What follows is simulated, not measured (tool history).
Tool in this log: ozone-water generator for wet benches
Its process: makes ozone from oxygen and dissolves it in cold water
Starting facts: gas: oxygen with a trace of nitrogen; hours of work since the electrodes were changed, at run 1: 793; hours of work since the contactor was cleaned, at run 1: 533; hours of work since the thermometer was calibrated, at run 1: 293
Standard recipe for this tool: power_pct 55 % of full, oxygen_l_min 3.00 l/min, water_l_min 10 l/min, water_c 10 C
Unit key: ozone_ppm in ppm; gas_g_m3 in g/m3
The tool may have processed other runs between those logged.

| run | hour | power_pct | oxygen_l_min | water_l_min | water_c | hours of work since the electrodes were changed | hours of work since the contactor was cleaned | hours of work since the thermometer was calibrated | ozone_ppm | gas_g_m3 |
|---|---|---|---|---|---|---|---|---|---|---|
| 1 | 0.0 | 55 | 3.00 | 10 | 10 | 793 | 533 | 293 | 19.9 | 133.4 |
| 2 | 31.7 | 55 | 3.00 | 10 | 10 | 819 | 559 | 318 | 19.9 | 133.4 |
| 3 | 53.7 | 55 | 3.00 | 10 | 10 | 837 | 577 | 336 | 20.0 | 134.0 |
| 4 | 81.0 | 55 | 3.00 | 10 | 10 | 860 | 600 | 359 | 20.0 | 134.5 |
| 5 | 113.4 | 55 | 3.00 | 10 | 10 | 886 | 626 | 385 | 19.8 | 131.7 |
| 6 | 148.6 | 55 | 3.00 | 10 | 10 | 915 | 655 | 414 | 19.8 | 133.4 |
| 7 | 167.3 | 55 | 3.00 | 10 | 10 | 930 | 670 | 429 | 19.6 | 131.8 |
| 8 | 196.0 | 55 | 3.00 | 10 | 10 | 954 | 694 | 453 | 19.6 | 132.3 |
| 9 | 224.3 | 55 | 3.00 | 10 | 10 | 977 | 717 | 476 | 19.9 | 133.6 |
| 10 | 246.3 | 55 | 3.00 | 10 | 14 | 995 | 735 | 494 | 18.7 | 131.8 |
| 11 | 286.0 | 55 | 1.67 | 10 | 14 | 1027 | 767 | 527 | 19.1 | 193.7 |
| 12 | 315.8 | 57 | 3.00 | 10 | 10 | 1052 | 792 | 551 | 20.0 | 135.1 |
| 13 | 342.1 | 44 | 3.00 | 7 | 12 | 1073 | 813 | 572 | 20.6 | 112.0 |
| 14 | 365.6 | 80 | 1.63 | 7 | 10 | 1092 | 833 | 592 | 35.5 | 261.8 |
| 15 | 395.5 | 55 | 3.00 | 12 | 15 | 1117 | 857 | 616 | 15.9 | 131.2 |
| 16 | 432.2 | 63 | 3.00 | 12 | 11 | 1147 | 887 | 646 | 18.7 | 147.2 |
| 17 | 472.4 | 63 | 2.15 | 12 | 10 | 1180 | 920 | 679 | 18.8 | 181.0 |
| 18 | 508.3 | 85 | 2.07 | 12 | 10 | 1209 | 949 | 708 | 23.4 | 231.4 |

Forecast each of these 5 alternatives for the next run:
| A | 546.9 | 43 | 3.86 | 13 | 10 | 1241 | 981 | 740 | ? | ? |
| B | 546.9 | 99 | 3.00 | 13 | 17 | 1241 | 981 | 740 | ? | ? |
| C | 546.9 | 99 | 2.07 | 11 | 10 | 1241 | 981 | 740 | ? | ? |
| D | 546.9 | 43 | 2.07 | 7 | 12 | 1241 | 981 | 740 | ? | ? |
| E | 546.9 | 52 | 3.00 | 8 | 10 | 1241 | 981 | 740 | ? | ? |

| run | ozone_ppm | gas_g_m3 |
|---|---|---|
| A | 13.0 | 93.1 |
| B | 22.5 | 204.0 |
| C | 28.4 | 260.3 |
| D | 21.3 | 140.7 |
| E | 22.3 | 126.2 |
With no hidden state in the tool, these same runs would have given:
| run | ozone_ppm | gas_g_m3 |
|---|---|---|
| A | 13.5 | 95.5 |
| B | 23.9 | 214.8 |
| C | 30.2 | 274.0 |
| D | 22.0 | 144.3 |
| E | 23.2 | 130.2 |
